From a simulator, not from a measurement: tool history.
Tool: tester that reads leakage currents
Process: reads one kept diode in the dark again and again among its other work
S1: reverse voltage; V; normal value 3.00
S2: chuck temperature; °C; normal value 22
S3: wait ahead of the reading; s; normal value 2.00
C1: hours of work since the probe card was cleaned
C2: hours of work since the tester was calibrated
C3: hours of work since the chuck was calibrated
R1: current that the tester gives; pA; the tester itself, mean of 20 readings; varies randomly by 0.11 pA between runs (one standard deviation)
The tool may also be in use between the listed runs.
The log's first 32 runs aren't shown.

{"run": 33, "hour": 1657.9, "S1": 15.53, "S2": 20, "S3": 4.55, "C1": 1785, "C2": 1325, "C3": 1670, "R1": 51.44}
{"run": 34, "hour": 1719.5, "S1": 6.05, "S2": 26, "S3": 2.0, "C1": 1810, "C2": 1350, "C3": 1695, "R1": 59.47}
{"run": 35, "hour": 1757.0, "S1": 3.0, "S2": 42, "S3": 0.84, "C1": 1825, "C2": 1365, "C3": 1710, "R1": 159.76}
{"run": 36, "hour": 1793.7, "S1": 3.0, "S2": 22, "S3": 0.43, "C1": 1840, "C2": 1380, "C3": 1725, "R1": 33.82}
{"run": 37, "hour": 1835.8, "S1": 3.0, "S2": 25, "S3": 0.57, "C1": 1857, "C2": 1397, "C3": 1742, "R1": 42.86}
{"run": 38, "hour": 1906.4, "S1": 12.02, "S2": 27, "S3": 0.55, "C1": 1885, "C2": 1425, "C3": 1770, "R1": 88.52}
{"run": 39, "hour": 1976.5, "S1": 12.02, "S2": 45, "S3": 2.77, "C1": 1913, "C2": 1453, "C3": 1798, "R1": 339.83}
{"run": 40, "hour": 2014.8, "S1": 12.02, "S2": 45, "S3": 2.77, "C1": 1929, "C2": 1469, "C3": 1814, "R1": 337.91}

Below are 3 alternative next runs, each starting from the tool's condition after run 40. Predict each:
{"run": "A", "hour": 2057.5, "S1": 1.41, "S2": 22, "S3": 2.0, "C1": 1946, "C2": 1486, "C3": 1831, "R1": "?"}
{"run": "B", "hour": 2057.5, "S1": 3.0, "S2": 21, "S3": 2.09, "C1": 1946, "C2": 1486, "C3": 1831, "R1": "?"}
{"run": "C", "hour": 2057.5, "S1": 14.65, "S2": 51, "S3": 2.77, "C1": 1946, "C2": 1486, "C3": 1831, "R1": "?"}

run=A R1=24.20
run=B R1=29.75
run=C R1=563.80
Without the tool's unlogged condition, the same runs would have read:
run=A R1=24.20
run=B R1=29.75
run=C R1=563.82
